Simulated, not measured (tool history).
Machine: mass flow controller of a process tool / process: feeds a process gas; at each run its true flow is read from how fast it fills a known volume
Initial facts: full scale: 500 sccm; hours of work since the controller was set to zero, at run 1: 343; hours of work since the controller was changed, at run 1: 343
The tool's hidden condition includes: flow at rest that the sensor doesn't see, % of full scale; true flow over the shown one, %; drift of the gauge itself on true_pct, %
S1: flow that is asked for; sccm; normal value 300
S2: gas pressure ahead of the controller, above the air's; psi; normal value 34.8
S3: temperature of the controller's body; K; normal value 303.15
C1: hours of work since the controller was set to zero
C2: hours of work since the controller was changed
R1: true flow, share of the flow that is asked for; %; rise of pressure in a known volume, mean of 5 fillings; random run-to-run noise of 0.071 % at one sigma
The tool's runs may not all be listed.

| run | hour | S1 | S2 | S3 | C1 | C2 | R1 |
|---|---|---|---|---|---|---|---|
| 1 | 0 | 300 | 34.8 | 303.15 | 343 | 343 | 100.22 |
| 2 | 127.8 | 300 | 34.8 | 303.15 | 386 | 386 | 99.94 |
| 3 | 217.2 | 300 | 34.8 | 297.15 | 416 | 416 | 99.51 |
| 4 | 299 | 300 | 34.8 | 297.15 | 443 | 443 | 99.34 |
| 5 | 388.1 | 300 | 34.8 | 297.15 | 473 | 473 | 99.6 |
| 6 | 534.7 | 51 | 34.8 | 303.15 | 522 | 522 | 99.07 |
| 7 | 622.7 | 438 | 34.8 | 303.15 | 551 | 551 | 100.21 |
| 8 | 729.2 | 438 | 34.8 | 303.15 | 587 | 587 | 100.25 |
| 9 | 823.8 | 300 | 22.5 | 303.15 | 618 | 618 | 99.55 |
|  | 831.5 | controller's zero set anew |
| 10 | 986.6 | 300 | 22.5 | 303.15 | 52 | 672 | 99.49 |
|  | 1113.8 | controller's zero set anew, once more |
| 11 | 1132.6 | 300 | 22.5 | 303.15 | 6 | 721 | 99.47 |
| 12 | 1231.9 | 135 | 24.9 | 295.15 | 39 | 754 | 98.73 |
| 13 | 1303.6 | 300 | 39.7 | 297.15 | 63 | 778 | 99.66 |
| 14 | 1380 | 329 | 22.8 | 301.15 | 89 | 804 | 99.5 |
| 15 | 1515.2 | 329 | 22.8 | 301.15 | 134 | 849 | 99.39 |
| 16 | 1634.4 | 232 | 28.3 | 303.15 | 174 | 889 | 99.71 |
| 17 | 1779.4 | 258 | 27.4 | 313.15 | 222 | 937 | 100.56 |
| 18 | 1911.6 | 258 | 27.4 | 313.15 | 266 | 981 | 100.64 |
| 19 | 2004.5 | 425 | 21.9 | 294.15 | 297 | 1012 | 98.59 |
| 20 | 2098.3 | 425 | 21.9 | 294.15 | 329 | 1044 | 98.7 |
| 21 | 2196.3 | 129 | 28.6 | 302.15 | 361 | 1076 | 99.34 |

Branching from run 21: 5 alternative next runs. What would each branch give?
| A | 2330.9 | 100 | 25.8 | 306.15 | 406 | 1121 | ? |
| B | 2330.9 | 56 | 20.5 | 295.15 | 406 | 1121 | ? |
| C | 2330.9 | 255 | 28.6 | 308.15 | 406 | 1121 | ? |
| D | 2330.9 | 185 | 34.8 | 312.15 | 406 | 1121 | ? |
| E | 2330.9 | 291 | 36.3 | 302.15 | 406 | 1121 | ? |

| run | R1 |
|---|---|
| A | 99.65 |
| B | 98.09 |
| C | 100.18 |
| D | 100.7 |
| E | 99.82 |
Without the tool's unlogged condition, the same runs would have read:
| run | R1 |
|---|---|
| A | 100.35 |
| B | 98.91 |
| C | 100.78 |
| D | 101.33 |
| E | 100.42 |
